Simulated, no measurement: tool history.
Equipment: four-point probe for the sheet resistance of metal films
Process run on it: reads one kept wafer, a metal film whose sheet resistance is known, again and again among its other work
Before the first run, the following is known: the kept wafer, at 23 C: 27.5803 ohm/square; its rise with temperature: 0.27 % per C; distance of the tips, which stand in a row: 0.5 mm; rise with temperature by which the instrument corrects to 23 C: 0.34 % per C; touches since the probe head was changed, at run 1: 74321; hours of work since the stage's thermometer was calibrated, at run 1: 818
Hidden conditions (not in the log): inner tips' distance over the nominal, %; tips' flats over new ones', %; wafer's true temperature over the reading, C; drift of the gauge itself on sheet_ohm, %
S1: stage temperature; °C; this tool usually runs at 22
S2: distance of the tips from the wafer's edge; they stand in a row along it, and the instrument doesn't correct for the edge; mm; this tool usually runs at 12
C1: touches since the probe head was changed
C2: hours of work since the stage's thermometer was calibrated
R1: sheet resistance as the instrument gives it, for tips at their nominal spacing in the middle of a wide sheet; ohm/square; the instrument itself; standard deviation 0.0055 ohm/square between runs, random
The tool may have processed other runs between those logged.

run,hour,S1,S2,C1,C2,R1
1,0.0,22,12,74321,818,27.492799
2,81.7,22,12,78248,871,27.490637
3,154.2,22,12,81734,918,27.474224
4,236.5,22,12,85695,972,27.488634
5,285.7,22,12,88059,1004,27.481955
6,329.7,30,12,90174,1033,27.320171
7,412.1,30,12,94136,1086,27.324149
8,499.8,33,20,98356,1143,27.250854
9,601.9,33,20,103263,1210,27.242416
10,686.9,27,9,107348,1265,27.394781
11,738.7,24,50,109841,1299,27.399985

Run 12, settings as shown, results not yet in. Your forecast:
12,825.5,32,31,114013,1355,?

{"run 12": {"R1": 27.253369}}
Take away the tool's hidden state, keep the run-to-run variation as it was, and the same run would have given R1 27.421637 ohm/square.

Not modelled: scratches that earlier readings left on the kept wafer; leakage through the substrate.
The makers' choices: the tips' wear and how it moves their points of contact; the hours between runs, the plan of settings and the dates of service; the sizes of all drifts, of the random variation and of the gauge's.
